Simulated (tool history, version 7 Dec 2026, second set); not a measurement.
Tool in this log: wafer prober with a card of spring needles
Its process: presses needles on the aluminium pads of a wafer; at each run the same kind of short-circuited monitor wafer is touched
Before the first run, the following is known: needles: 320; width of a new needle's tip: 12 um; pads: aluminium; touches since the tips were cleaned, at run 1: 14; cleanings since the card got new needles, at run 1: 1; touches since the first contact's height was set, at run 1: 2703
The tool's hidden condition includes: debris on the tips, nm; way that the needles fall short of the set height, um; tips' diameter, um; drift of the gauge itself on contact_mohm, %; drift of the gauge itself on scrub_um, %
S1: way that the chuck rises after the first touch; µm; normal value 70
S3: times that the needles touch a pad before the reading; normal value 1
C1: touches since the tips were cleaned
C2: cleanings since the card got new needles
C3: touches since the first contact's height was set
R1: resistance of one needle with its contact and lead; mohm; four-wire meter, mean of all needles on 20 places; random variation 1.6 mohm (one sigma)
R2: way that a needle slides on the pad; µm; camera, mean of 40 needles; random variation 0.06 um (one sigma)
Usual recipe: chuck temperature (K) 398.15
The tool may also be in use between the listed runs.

run 1 hour=0.0 | S1=70 chuck_temperature_(K)=398.15 S3=1 | C1=14 C2=1 C3=2703 | R1=156 R2=15.94
-- hour=6.3 tips cleaned on abrasive film
-- hour=14.2 tips cleaned on abrasive film
run 2 hour=14.3 | S1=70 chuck_temperature_(K)=398.15 S3=3 | C1=48 C2=3 C3=7612 | R1=155 R2=16.07
-- hour=20.6 tips cleaned on abrasive film
-- hour=28.1 tips cleaned on abrasive film
run 3 hour=31.1 | S1=70 chuck_temperature_(K)=398.15 S3=2 | C1=1023 C2=5 C3=13364 | R1=167 R2=15.93
-- hour=35.7 tips cleaned on abrasive film
-- hour=42.5 tips cleaned on abrasive film
-- hour=49.7 tips cleaned on abrasive film
run 4 hour=50.9 | S1=70 chuck_temperature_(K)=398.15 S3=1 | C1=422 C2=8 C3=20169 | R1=170 R2=15.90
-- hour=57.0 tips cleaned on abrasive film
-- hour=64.0 tips cleaned on abrasive film
-- hour=71.5 tips cleaned on abrasive film
-- hour=78.2 tips cleaned on abrasive film
run 5 hour=78.2 | S1=70 chuck_temperature_(K)=398.15 S3=1 | C1=0 C2=12 C3=29529 | R1=159 R2=15.98
-- hour=84.5 tips cleaned on abrasive film
-- hour=92.4 tips cleaned on abrasive film
run 6 hour=97.9 | S1=72 chuck_temperature_(K)=398.15 S3=1 | C1=1920 C2=14 C3=36292 | R1=193 R2=16.43
-- hour=99.4 tips cleaned on abrasive film
-- hour=106.7 tips cleaned on abrasive film
run 7 hour=111.1 | S1=72 chuck_temperature_(K)=398.15 S3=1 | C1=1536 C2=16 C3=40814 | R1=184 R2=16.35
-- hour=114.3 tips cleaned on abrasive film
-- hour=121.7 tips cleaned on abrasive film
-- hour=129.0 tips cleaned on abrasive film
-- hour=135.9 tips cleaned on abrasive film
run 8 hour=139.0 | S1=72 chuck_temperature_(K)=398.15 S3=1 | C1=1091 C2=20 C3=50381 | R1=178 R2=16.19
-- hour=142.2 tips cleaned on abrasive film
-- hour=149.7 tips cleaned on abrasive film
-- hour=156.9 tips cleaned on abrasive film
run 9 hour=160.0 | S1=70 chuck_temperature_(K)=327.15 S3=1 | C1=1089 C2=23 C3=57591 | R1=164 R2=15.81
-- hour=164.2 tips cleaned on abrasive film
-- hour=171.6 tips cleaned on abrasive film
-- hour=179.4 tips cleaned on abrasive film
run 10 hour=183.7 | S1=70 chuck_temperature_(K)=327.15 S3=1 | C1=1468 C2=26 C3=65704 | R1=169 R2=15.77
-- hour=186.9 tips cleaned on abrasive film
-- hour=194.4 tips cleaned on abrasive film
-- hour=201.9 tips cleaned on abrasive film
run 11 hour=202.3 | S1=70 chuck_temperature_(K)=327.15 S3=1 | C1=156 C2=29 C3=72082 | R1=151 R2=15.76
-- hour=208.5 tips cleaned on abrasive film
-- hour=215.8 tips cleaned on abrasive film
-- hour=223.6 tips cleaned on abrasive film
run 12 hour=225.3 | S1=76 chuck_temperature_(K)=398.15 S3=1 | C1=569 C2=32 C3=79970 | R1=172 R2=17.02
-- hour=231.2 tips cleaned on abrasive film
-- hour=238.6 tips cleaned on abrasive film
-- hour=244.9 tips cleaned on abrasive film
run 13 hour=246.7 | S1=76 chuck_temperature_(K)=398.15 S3=1 | C1=628 C2=35 C3=87303 | R1=168 R2=16.99
-- hour=251.4 tips cleaned on abrasive film
-- hour=258.6 tips cleaned on abrasive film
run 14 hour=259.4 | S1=76 chuck_temperature_(K)=398.15 S3=1 | C1=267 C2=37 C3=91654 | R1=161 R2=17.10
-- hour=265.2 tips cleaned on abrasive film
-- hour=273.0 tips cleaned on abrasive film
-- hour=279.6 tips cleaned on abrasive film
run 15 hour=279.6 | S1=50 chuck_temperature_(K)=315.15 S3=3 | C1=0 C2=40 C3=98595 | R1=148 R2=10.94
-- hour=287.1 tips cleaned on abrasive film
-- hour=294.7 tips cleaned on abrasive film
run 16 hour=296.8 | S1=64 chuck_temperature_(K)=398.15 S3=1 | C1=756 C2=42 C3=104504 | R1=177 R2=14.11
-- hour=301.6 tips cleaned on abrasive film
-- hour=309.2 tips cleaned on abrasive film
run 17 hour=313.3 | S1=58 chuck_temperature_(K)=398.15 S3=1 | C1=1439 C2=44 C3=110161 | R1=188 R2=12.74

What will run 18 give?
-- hour=316.4 tips cleaned on abrasive film
-- hour=323.8 tips cleaned on abrasive film
-- hour=331.6 tips cleaned on abrasive film
-- hour=338.9 tips cleaned on abrasive film
run 18 hour=339.6 | S1=58 chuck_temperature_(K)=398.15 S3=1 | C1=239 C2=48 C3=119167 | R1=? R2=?

R1: 170 mohm
R2: 12.75 µm
The same run, on a tool lacking any hidden state, would have yielded R1 157 mohm, R2 13.33 µm.
